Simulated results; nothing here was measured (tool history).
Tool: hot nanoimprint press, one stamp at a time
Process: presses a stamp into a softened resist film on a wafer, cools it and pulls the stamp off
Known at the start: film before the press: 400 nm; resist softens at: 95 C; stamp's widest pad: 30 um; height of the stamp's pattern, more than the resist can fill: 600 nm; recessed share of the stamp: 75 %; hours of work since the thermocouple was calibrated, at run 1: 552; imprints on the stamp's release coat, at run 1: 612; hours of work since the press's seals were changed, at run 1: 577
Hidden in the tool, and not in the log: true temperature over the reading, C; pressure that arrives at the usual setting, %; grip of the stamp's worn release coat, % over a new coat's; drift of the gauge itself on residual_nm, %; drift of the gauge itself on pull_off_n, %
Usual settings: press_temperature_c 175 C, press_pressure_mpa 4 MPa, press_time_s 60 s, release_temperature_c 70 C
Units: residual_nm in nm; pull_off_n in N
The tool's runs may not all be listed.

run,hour,press_temperature_c,press_pressure_mpa,press_time_s,release_temperature_c,hours of work since the thermocouple was calibrated,imprints on the stamp's release coat,hours of work since the press's seals were changed,residual_nm,pull_off_n
1,0,175,4,60,70,552,612,577,190.1,119
2,18.6,175,4,40,70,560,639,585,218.6,115
# hour 34.2: plate thermocouple calibrated
3,56.3,175,4,60,70,10,690,601,188.5,120
4,77.7,175,4,60,70,20,721,611,188.1,120
# hour 110.2: plate thermocouple calibrated, once more
5,117.7,175,4.33,60,70,3,775,627,189.7,124
6,152.1,175,4,60,70,19,825,643,195.6,124
7,185.1,175,4,43,70,34,873,658,219,125
8,219.8,175,4,43,70,50,923,674,219.1,126
9,242.9,175,4,43,70,60,957,684,219.1,130
10,273.2,175,4,43,70,74,1001,698,219.6,128
11,304.2,175,4,43,70,88,1046,712,219.4,128
12,331.5,175,4,43,70,100,1086,724,218.1,130
13,369.7,175,4,43,70,118,1141,742,218.5,131
14,402.8,175,2.75,60,75,133,1189,757,226.4,115
15,433,175,3.18,60,70,146,1233,770,213.4,132
16,455.8,175,3.18,60,70,157,1267,781,213.6,137
17,493,175,3.18,60,70,173,1321,797,213.7,136
18,517.3,175,3.18,60,70,184,1356,808,213.5,136
19,552.9,182,2.68,75,70,200,1408,825,160.7,138
20,569.5,182,2.68,75,70,208,1432,832,160.6,136
21,607.7,182,2.68,75,70,225,1488,849,161,136
22,643.9,168,2.56,36,77,242,1540,866,321.8,114
23,662.3,175,3.24,60,70,250,1567,874,210.7,141

How the hidden state differs across the entries between the runs, from the last listed run before each to the first after it:
Between runs 2 and 3: plate thermocouple calibrated (hour 34.2)
  true temperature over the reading, C: 0.72 -> 0.88; pressure that arrives at the usual setting, %: 98.09 -> 98.03; grip of the stamp's worn release coat, % over a new coat's: 13.4 -> 14.5
  measured less the result without the state, residual_nm: -4.2 -> -5.2 nm; pull_off_n: +12 -> +13 N
Between runs 4 and 5: plate thermocouple calibrated, once more (hour 110.2)
  true temperature over the reading, C: 0.89 -> -0.05; pressure that arrives at the usual setting, %: 97.99 -> 97.93; grip of the stamp's worn release coat, % over a new coat's: 15.2 -> 16.4
  measured less the result without the state, residual_nm: -5.3 -> +2.3 nm; pull_off_n: +14 -> +18 N
